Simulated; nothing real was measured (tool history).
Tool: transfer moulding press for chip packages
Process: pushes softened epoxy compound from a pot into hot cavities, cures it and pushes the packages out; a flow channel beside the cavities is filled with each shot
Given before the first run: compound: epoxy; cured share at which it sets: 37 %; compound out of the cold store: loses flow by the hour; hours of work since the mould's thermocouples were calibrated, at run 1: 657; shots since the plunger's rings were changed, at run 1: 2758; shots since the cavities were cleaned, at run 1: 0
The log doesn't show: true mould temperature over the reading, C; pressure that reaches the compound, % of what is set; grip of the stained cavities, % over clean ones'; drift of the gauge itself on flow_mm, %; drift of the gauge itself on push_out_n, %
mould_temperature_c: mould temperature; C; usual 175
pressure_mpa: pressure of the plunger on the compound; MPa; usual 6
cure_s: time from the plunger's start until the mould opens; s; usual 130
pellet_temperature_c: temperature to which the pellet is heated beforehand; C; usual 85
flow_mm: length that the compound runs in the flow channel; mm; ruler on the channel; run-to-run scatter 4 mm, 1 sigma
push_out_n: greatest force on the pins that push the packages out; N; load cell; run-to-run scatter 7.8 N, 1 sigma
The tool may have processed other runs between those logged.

run,hour,mould_temperature_c,pressure_mpa,cure_s,pellet_temperature_c,hours of work since the mould's thermocouples were calibrated,shots since the plunger's rings were changed,shots since the cavities were cleaned,incoming compound's hours out of the cold store,flow_mm,push_out_n
1,0,175,6,130,85,657,2758,0,37.5,573,321
# hour 15.4: plunger's sealing rings changed
2,86.5,175,6,130,85,724,775,916,22.2,634,580
# hour 99.4: cavities cleaned with cleaning compound and waxed
3,140,175,6,130,85,765,1343,443,9.6,662,503
# hour 155.6: mould's thermocouples calibrated
# hour 198.9: cavities cleaned with cleaning compound and waxed
4,200.3,175,6,130,95,34,1962,15,47.6,544,331
5,265.3,175,6,130,95,86,2671,724,31.8,585,541
# hour 287.6: plunger's sealing rings changed
# hour 301.8: cavities cleaned with cleaning compound and waxed
6,354.6,175,6,130,95,154,715,577,9.2,675,520
# hour 398.8: cavities cleaned with cleaning compound and waxed
7,426,175,6,130,95,209,1477,297,17.5,647,453
8,478,175,6,130,92,251,2044,864,28.7,601,550
# hour 492.2: cavities cleaned with cleaning compound and waxed
# hour 559.4: plunger's sealing rings changed
9,559.4,175,6,130,92,312,0,705,18,644,534
# hour 589.9: cavities cleaned with cleaning compound and waxed
10,627.9,175,6,130,80,365,731,415,31.9,600,487
11,675.9,175,4.95,130,80,403,1254,938,15.9,590,558
# hour 683.4: cavities cleaned with cleaning compound and waxed
# hour 777.4: cavities cleaned with cleaning compound and waxed
12,777.6,175,6,130,85,482,2331,3,14.3,646,349
# hour 831.9: plunger's sealing rings changed
# hour 875.7: cavities cleaned with cleaning compound and waxed
13,876,174,6,130,85,557,465,3,16.3,651,329
14,941.5,174,6,130,85,609,1180,718,32.3,593,571
# hour 974.3: cavities cleaned with cleaning compound and waxed
15,1017.6,171,6,130,88,668,1994,473,38.1,581,535
# hour 1071.9: cavities cleaned with cleaning compound and waxed
# hour 1109.2: plunger's sealing rings changed
16,1116.2,171,6,130,88,744,77,456,24.4,633,531
# hour 1163.7: mould's thermocouples calibrated
17,1163.7,171,6,130,88,0,572,951,40,579,626
# hour 1174.1: cavities cleaned with cleaning compound and waxed
18,1256.4,176,5.55,130,85,73,1568,898,33,559,545
# hour 1275.3: cavities cleaned with cleaning compound and waxed
19,1330.3,178,6.6,125,85,130,2357,600,23.4,639,533
# hour 1374.3: cavities cleaned with cleaning compound and waxed
# hour 1382.6: plunger's sealing rings changed
20,1393,170,5.56,116,78,177,113,177,17,636,551
21,1455.2,170,5.56,116,78,226,792,856,11,655,747
# hour 1471.4: cavities cleaned with cleaning compound and waxed
22,1521.9,170,5.56,116,75,278,1503,551,46.6,539,662
# hour 1565: cavities cleaned with cleaning compound and waxed
23,1579.2,170,5.96,116,80,322,2111,155,8.2,664,529
# hour 1655.1: plunger's sealing rings changed
# hour 1664.7: cavities cleaned with cleaning compound and waxed
24,1681.7,170,5.96,116,80,401,273,185,39.3,588,498
25,1744,170,5.96,116,80,450,953,865,16,652,714
# hour 1758.7: cavities cleaned with cleaning compound and waxed
26,1841.3,182,6.05,130,85,526,1998,901,47.3,542,565

What if the next run were any one of these 4? Each begins from the tool's condition after run 26:
# hour 1858.2: cavities cleaned with cleaning compound and waxed
# hour 1932.2: plunger's sealing rings changed
A,1940.9,182,6.37,130,85,602,95,876,33.7,?,?
# hour 1858.2: cavities cleaned with cleaning compound and waxed
# hour 1932.2: plunger's sealing rings changed
B,1940.9,182,5.69,156,86,602,95,876,43.4,?,?
# hour 1858.2: cavities cleaned with cleaning compound and waxed
# hour 1932.2: plunger's sealing rings changed
C,1940.9,171,6,137,94,602,95,876,23.7,?,?
# hour 1858.2: cavities cleaned with cleaning compound and waxed
# hour 1932.2: plunger's sealing rings changed
D,1940.9,181,6.05,130,85,602,95,876,34,?,?

run,flow_mm,push_out_n
A,604,530
B,550,523
C,639,575
D,591,548
With no hidden state in the tool, these same runs would have given:
run,flow_mm,push_out_n
A,607,313
B,553,307
C,642,340
D,594,322
